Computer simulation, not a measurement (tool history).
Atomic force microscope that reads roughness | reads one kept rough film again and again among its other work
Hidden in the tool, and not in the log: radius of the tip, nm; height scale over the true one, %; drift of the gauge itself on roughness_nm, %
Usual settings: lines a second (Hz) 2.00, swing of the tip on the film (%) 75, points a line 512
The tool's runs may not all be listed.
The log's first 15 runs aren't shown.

run,hour,lines a second (Hz),swing of the tip on the film (%),points a line,pictures with this tip,hours of work since the height scale was calibrated,roughness of the kept film (nm (root mean square))
16,837.2,2.00,75,512,131,296,1.355
# hour 887.5: new tip fitted
17,893.4,2.00,75,512,11,328,1.581
18,952.3,2.00,75,496,121,362,1.379
19,984.1,0.74,75,496,180,381,1.405
# hour 1010.2: new tip fitted
20,1027.6,3.75,87,331,32,406,1.176
21,1085.5,1.28,71,835,140,439,1.429
# hour 1131.4: new tip fitted
22,1157.3,2.00,67,512,48,480,1.556
23,1209.0,2.00,75,773,144,510,1.348
# hour 1255.2: new tip fitted
24,1278.1,2.00,75,773,42,550,1.525
25,1347.3,2.00,75,773,171,590,1.314
# hour 1376.4: new tip fitted
26,1382.2,1.11,66,773,11,610,1.709
27,1440.2,1.11,66,773,119,643,1.491
28,1471.4,2.73,79,601,177,661,1.200
# hour 1497.0: new tip fitted
29,1529.9,2.73,79,601,61,695,1.362
30,1573.3,2.73,79,601,142,720,1.260
# hour 1619.9: new tip fitted
31,1620.3,2.73,79,601,1,747,1.485
32,1677.6,2.73,79,601,108,780,1.298
33,1724.2,1.33,74,896,195,807,1.343
# hour 1741.3: new tip fitted
34,1785.8,3.74,74,299,82,842,1.297
35,1832.8,2.00,88,957,170,869,1.190
# hour 1865.0: new tip fitted
36,1894.4,0.84,61,512,55,904,1.637

5 ways to go on from here, each from the tool as it stands after run 36. What would each give?
A,1926.0,2.86,75,282,114,923,?
B,1926.0,1.19,80,399,114,923,?
C,1926.0,2.72,61,945,114,923,?
D,1926.0,2.00,69,512,114,923,?
E,1926.0,0.80,75,512,114,923,?

run,roughness of the kept film (nm (root mean square))
A,1.287
B,1.414
C,1.455
D,1.419
E,1.485
Without the tool's hidden state the same runs would have given:
run,roughness of the kept film (nm (root mean square))
A,1.508
B,1.656
C,1.705
D,1.662
E,1.740
